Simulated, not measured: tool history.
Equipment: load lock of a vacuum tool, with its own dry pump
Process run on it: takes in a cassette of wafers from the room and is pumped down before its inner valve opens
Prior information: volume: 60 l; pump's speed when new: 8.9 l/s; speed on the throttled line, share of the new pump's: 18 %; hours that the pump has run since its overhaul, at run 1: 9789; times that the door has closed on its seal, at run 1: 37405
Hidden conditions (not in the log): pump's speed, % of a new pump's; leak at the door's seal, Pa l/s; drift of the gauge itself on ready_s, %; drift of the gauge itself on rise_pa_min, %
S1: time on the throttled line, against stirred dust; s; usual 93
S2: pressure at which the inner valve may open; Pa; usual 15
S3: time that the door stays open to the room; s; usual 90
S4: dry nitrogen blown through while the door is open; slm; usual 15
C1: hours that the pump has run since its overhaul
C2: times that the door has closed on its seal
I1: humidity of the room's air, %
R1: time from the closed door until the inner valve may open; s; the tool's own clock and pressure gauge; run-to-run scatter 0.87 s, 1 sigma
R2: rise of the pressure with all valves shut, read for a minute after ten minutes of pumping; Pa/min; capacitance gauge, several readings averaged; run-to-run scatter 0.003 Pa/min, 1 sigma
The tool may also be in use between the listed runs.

Run 1, hour 0: usual settings; C1 9789; C2 37405; I1 46.1. Result: R1 144.9 s, R2 0.336 Pa/min.
Run 2, hour 265.1: usual settings; C1 10054; C2 38509; I1 43.1. Result: R1 145 s, R2 0.35 Pa/min.
At hour 419: dry pump taken out, an overhauled one fitted.
Run 3, hour 425.4: usual settings; C1 6; C2 39152; I1 44.2. Result: R1 137.2 s, R2 0.361 Pa/min.
Run 4, hour 734.6: usual settings; C1 316; C2 40439; I1 45.7. Result: R1 137.4 s, R2 0.39 Pa/min.
Run 5, hour 1033.4: usual settings; C1 614; C2 41684; I1 47.5. Result: R1 137.5 s, R2 0.387 Pa/min.
Run 6, hour 1197.6: usual settings but S4 16 slm; C1 779; C2 42367; I1 44.2. Result: R1 138.9 s, R2 0.402 Pa/min.
Run 7, hour 1436.5: usual settings; C1 1017; C2 43362; I1 43.8. Result: R1 138.2 s, R2 0.409 Pa/min.
Run 8, hour 1629.4: usual settings but S3 41 s; C1 1210; C2 44165; I1 45.1. Result: R1 137.5 s, R2 0.425 Pa/min.
Run 9, hour 1803: usual settings but S3 41 s; C1 1384; C2 44888; I1 47.4. Result: R1 138.2 s, R2 0.43 Pa/min.
Run 10, hour 2016.2: usual settings but S3 41 s; C1 1597; C2 45776; I1 44.3. Result: R1 138.6 s, R2 0.451 Pa/min.
Run 11, hour 2256.6: usual settings but S2 11 Pa; C1 1838; C2 46777; I1 45.5. Result: R1 140.8 s, R2 0.466 Pa/min.
Run 12, hour 2396.5: usual settings but S2 11 Pa, S4 29 slm; C1 1978; C2 47360; I1 45. Result: R1 140.4 s, R2 0.462 Pa/min.
Run 13, hour 2631.6: usual settings but S2 12 Pa; C1 2213; C2 48338; I1 46.5. Result: R1 140.2 s, R2 0.494 Pa/min.
Run 14, hour 2772.5: usual settings but S2 12 Pa; C1 2354; C2 48925; I1 45.9. Result: R1 140.7 s, R2 0.49 Pa/min.
Run 15, hour 3048.4: usual settings but S2 12 Pa, S4 27 slm; C1 2629; C2 50074; I1 47.6. Result: R1 140 s, R2 0.508 Pa/min.
Run 16, hour 3324.3: usual settings but S2 12 Pa, S4 27 slm; C1 2905; C2 51223; I1 42.9. Result: R1 140.3 s, R2 0.529 Pa/min.
Run 17, hour 3570.2: usual settings but S2 12 Pa, S4 27 slm; C1 3151; C2 52247; I1 43. Result: R1 140.6 s, R2 0.535 Pa/min.
Run 18, hour 3875.8: usual settings but S2 12 Pa, S4 27 slm; C1 3457; C2 53519; I1 46.7. Result: R1 141.2 s, R2 0.558 Pa/min.
Run 19, hour 4066.3: usual settings but S1 57 s, S2 11 Pa, S4 5 slm; C1 3647; C2 54313; I1 45.2. Result: R1 111.6 s, R2 0.576 Pa/min.
At hour 4161.3: door's seal changed, seat wiped.
Run 20, hour 4352.7: usual settings but S1 57 s, S2 11 Pa, S4 5 slm; C1 3932; C2 797; I1 40.8. Result: R1 113.1 s, R2 0.038 Pa/min.
Run 21, hour 4526.6: usual settings but S1 57 s, S2 11 Pa, S4 5 slm; C1 4106; C2 1521; I1 45. Result: R1 115.6 s, R2 0.044 Pa/min.
Run 22, hour 4661: usual settings but S1 115 s, S2 23 Pa, S3 39 s, S4 4 slm; C1 4240; C2 2080; I1 45. Result: R1 154.4 s, R2 0.039 Pa/min.
Run 23, hour 4949.8: usual settings but S1 115 s, S2 23 Pa, S3 45 s, S4 38 slm; C1 4529; C2 3283; I1 48. Result: R1 154.8 s, R2 0.028 Pa/min.
Run 24, hour 5077: usual settings but S1 115 s, S2 23 Pa, S3 45 s, S4 38 slm; C1 4656; C2 3813; I1 47.3. Result: R1 156.1 s, R2 0.031 Pa/min.
Run 25, hour 5352: usual settings but S1 115 s, S2 11 Pa, S3 94 s, S4 18 slm; C1 4932; C2 4958; I1 45.7. Result: R1 162.2 s, R2 0.041 Pa/min.
Run 26, hour 5569.9: usual settings but S1 115 s, S2 17 Pa, S3 94 s, S4 4 slm; C1 5149; C2 5865; I1 43.1. Result: R1 157.5 s, R2 0.059 Pa/min.
Run 27, hour 5724.5: usual settings but S4 8 slm; C1 5304; C2 6509; I1 44.5. Result: R1 143 s, R2 0.058 Pa/min.
Run 28, hour 5988.2: usual settings but S1 60 s, S3 234 s; C1 5568; C2 7607; I1 44.6. Result: R1 115.6 s, R2 0.074 Pa/min.
Run 29, hour 6198.3: usual settings but S1 60 s, S3 234 s; C1 5778; C2 8482; I1 48.3. Result: R1 115.1 s, R2 0.078 Pa/min.
Run 30, hour 6384.1: usual settings but S1 87 s, S3 67 s; C1 5964; C2 9256; I1 47. Result: R1 138.6 s, R2 0.07 Pa/min.
Run 31, hour 6596.1: usual settings but S1 47 s, S2 21 Pa, S3 152 s, S4 4 slm; C1 6176; C2 10138; I1 42.7. Result: R1 103.8 s, R2 0.09 Pa/min.
Run 32, hour 6785.8: usual settings but S1 47 s, S2 21 Pa, S3 152 s, S4 4 slm; C1 6365; C2 10929; I1 44.1. Result: R1 103.7 s, R2 0.089 Pa/min.
Run 33, hour 6965.6: usual settings but S1 47 s, S2 21 Pa, S3 152 s, S4 4 slm; C1 6545; C2 11677; I1 44.9. Result: R1 105.2 s, R2 0.103 Pa/min.
Run 34, hour 7154.2: usual settings but S2 27 Pa, S3 95 s; C1 6734; C2 12463; I1 44.5. Result: R1 138.8 s, R2 0.091 Pa/min.
Run 35, hour 7381.3: usual settings but S2 27 Pa, S3 95 s; C1 6961; C2 13408; I1 43.1. Result: R1 138.5 s, R2 0.093 Pa/min.
Run 36, hour 7650.8: usual settings but S2 27 Pa, S3 95 s; C1 7230; C2 14530; I1 46.8. Result: R1 140.4 s, R2 0.106 Pa/min.

Selected run-to-run steps in R1, each split into two signed amounts: the part the tool would show with no hidden state at all (from settings, incoming material and random variation), and the remainder, which goes to the hidden state together with any gauge scatter not common to the measured and the hidden-state-free results:
Run 2 -> 3: dry pump taken out, an overhauled one fitted. R1 -7.8 s: hidden state -9.1, all else +1.3.
Run 21 -> 22: S1 57 -> 115, S2 11 -> 23, S3 90 -> 39, S4 5 -> 4. R1 +38.8 s: hidden state -1.4, all else +40.2.
Run 30 -> 31: S1 87 -> 47, S2 15 -> 21, S3 67 -> 152, S4 15 -> 4. R1 -34.8 s: hidden state +0.9, all else -35.7.
Run 33 -> 34: S1 47 -> 93, S2 21 -> 27, S3 152 -> 95, S4 4 -> 15. R1 +33.6 s: hidden state -1.3, all else +34.9.
